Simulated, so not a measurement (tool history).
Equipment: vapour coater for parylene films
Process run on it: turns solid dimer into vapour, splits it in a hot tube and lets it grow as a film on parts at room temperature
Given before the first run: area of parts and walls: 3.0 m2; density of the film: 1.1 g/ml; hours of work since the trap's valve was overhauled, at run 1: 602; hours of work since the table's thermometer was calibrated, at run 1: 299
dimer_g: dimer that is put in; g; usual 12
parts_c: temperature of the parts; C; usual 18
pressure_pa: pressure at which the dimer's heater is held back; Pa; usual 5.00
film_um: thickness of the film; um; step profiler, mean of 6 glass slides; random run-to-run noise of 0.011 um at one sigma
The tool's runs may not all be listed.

run,hour,dimer_g,parts_c,pressure_pa,hours of work since the trap's valve was overhauled,hours of work since the table's thermometer was calibrated,film_um
1,0.0,12,18,5.00,602,299,2.33
2,25.3,12,18,5.00,622,319,2.32
3,38.8,12,18,5.00,633,330,2.30
4,63.3,12,18,5.00,653,350,2.29
5,88.1,12,18,5.00,673,369,2.32
# hour 103.7: trap's valve overhauled
6,114.5,12,18,5.00,9,387,2.44
7,127.1,12,18,5.00,19,397,2.43
8,141.2,12,18,5.00,30,409,2.45
9,155.4,12,18,5.00,41,420,2.44
10,168.6,12,18,5.00,52,431,2.47
11,190.1,12,18,5.00,69,448,2.45
12,211.7,12,18,5.00,87,465,2.45
13,225.4,12,18,5.00,98,476,2.44
14,251.1,12,18,5.00,118,497,2.43
15,263.0,12,18,5.00,128,506,2.42
16,283.4,12,18,5.00,144,523,2.42
17,304.6,12,18,5.00,161,540,2.43
18,328.5,12,18,5.00,180,559,2.43
19,339.6,12,18,5.00,189,568,2.42
20,354.5,12,18,5.00,201,580,2.44
21,380.1,6,18,5.00,221,600,1.21
22,394.5,12,18,6.92,233,612,2.33
23,407.2,12,18,3.32,243,622,2.50
24,423.3,12,20,5.00,256,635,2.28
25,440.9,12,26,6.23,270,649,1.93
26,464.5,12,18,2.63,289,668,2.56
27,483.5,6,19,2.63,304,683,1.25
28,498.6,6,11,11.67,316,695,1.30
29,520.0,19,24,11.27,333,712,2.97
30,544.7,15,18,10.41,353,732,2.75
# hour 547.5: table's thermometer calibrated
31,556.8,12,18,10.41,362,7,2.21
32,568.2,12,18,10.41,371,17,2.21
33,582.4,12,18,10.41,383,28,2.20
34,602.2,12,18,10.41,399,44,2.20
35,625.2,12,18,10.41,417,62,2.20
36,640.1,18,30,8.53,429,74,2.47
# hour 647.9: table's thermometer calibrated, once more
37,652.8,18,24,8.53,438,4,2.86
38,673.9,6,16,5.00,455,21,1.22
39,685.1,12,19,6.14,464,30,2.21
40,709.6,7,26,7.90,484,49,1.05
41,723.8,15,18,5.00,495,61,2.91
42,734.7,15,18,5.00,504,70,2.88
43,747.7,15,18,5.00,514,80,2.91

Predict each of these 3 candidate next runs independently; none follows another, all start after run 43:
A,765.1,12,25,3.29,528,94,?
B,765.1,12,14,5.00,528,94,?
C,765.1,10,15,5.00,528,94,?

run,film_um
A,2.02
B,2.58
C,2.08
With no hidden state in the tool, these same runs would have given:
run,film_um
A,2.13
B,2.72
C,2.20
